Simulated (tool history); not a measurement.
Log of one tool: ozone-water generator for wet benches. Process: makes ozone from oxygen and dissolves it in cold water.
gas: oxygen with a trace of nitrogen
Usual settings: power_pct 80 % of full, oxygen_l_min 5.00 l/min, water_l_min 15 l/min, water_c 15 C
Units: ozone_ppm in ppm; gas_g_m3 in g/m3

run	hour	power_pct	oxygen_l_min	water_l_min	water_c	ozone_ppm	gas_g_m3
1	0.0	80	5.00	15	15	38.0	274.4
2	35.7	80	5.00	15	15	37.9	275.3
3	103.1	80	5.00	15	9	41.8	276.3
4	171.5	80	5.00	15	9	41.5	276.1
5	227.1	80	5.00	15	21	34.1	274.4
6	307.8	80	5.00	15	21	34.5	271.6
7	351.3	80	5.00	15	21	33.8	272.9
8	398.8	80	5.00	15	21	34.1	274.2
9	456.9	80	4.76	15	15	37.7	282.4
10	514.0	80	4.76	15	15	38.0	279.1
11	582.9	80	4.76	15	15	38.1	281.2
12	647.7	80	4.76	15	15	38.4	280.0
13	712.9	80	4.76	15	15	38.2	278.2
14	791.0	48	5.00	15	15	28.0	202.2
15	844.2	48	5.00	15	15	28.0	200.3
16	892.6	80	5.00	17	15	35.1	271.6
17	977.4	60	6.48	15	11	33.4	197.2
18	1048.9	60	2.84	14	13	34.7	314.0
19	1131.7	80	4.57	14	11	42.6	287.0
20	1186.5	80	4.57	14	11	42.5	286.5
21	1264.1	80	5.00	16	16	35.4	271.7
22	1331.4	80	5.00	13	15	42.2	268.2
23	1403.1	80	5.00	9	8	59.8	270.8
24	1451.9	85	3.63	9	8	63.8	339.3
25	1493.7	80	6.72	15	15	36.9	227.3
26	1563.5	57	3.10	9	9	50.0	288.7
27	1611.2	44	8.61	15	15	24.7	138.0
28	1685.1	44	3.28	15	15	27.2	241.8

5 ways to go on from here, each from the tool as it stands after run 28. What would each give?
A	1764.8	70	5.00	15	15	?	?
B	1764.8	44	3.28	15	7	?	?
C	1764.8	45	6.59	15	15	?	?
D	1764.8	43	4.24	17	15	?	?
E	1764.8	86	3.31	15	15	?	?

run	ozone_ppm	gas_g_m3
A	35.1	246.2
B	29.4	241.3
C	26.2	162.4
D	23.7	203.3
E	39.8	359.2
Without the tool's hidden state the same runs would have given:
run	ozone_ppm	gas_g_m3
A	35.1	252.1
B	29.4	247.1
C	26.2	166.3
D	23.7	208.2
E	39.8	367.8
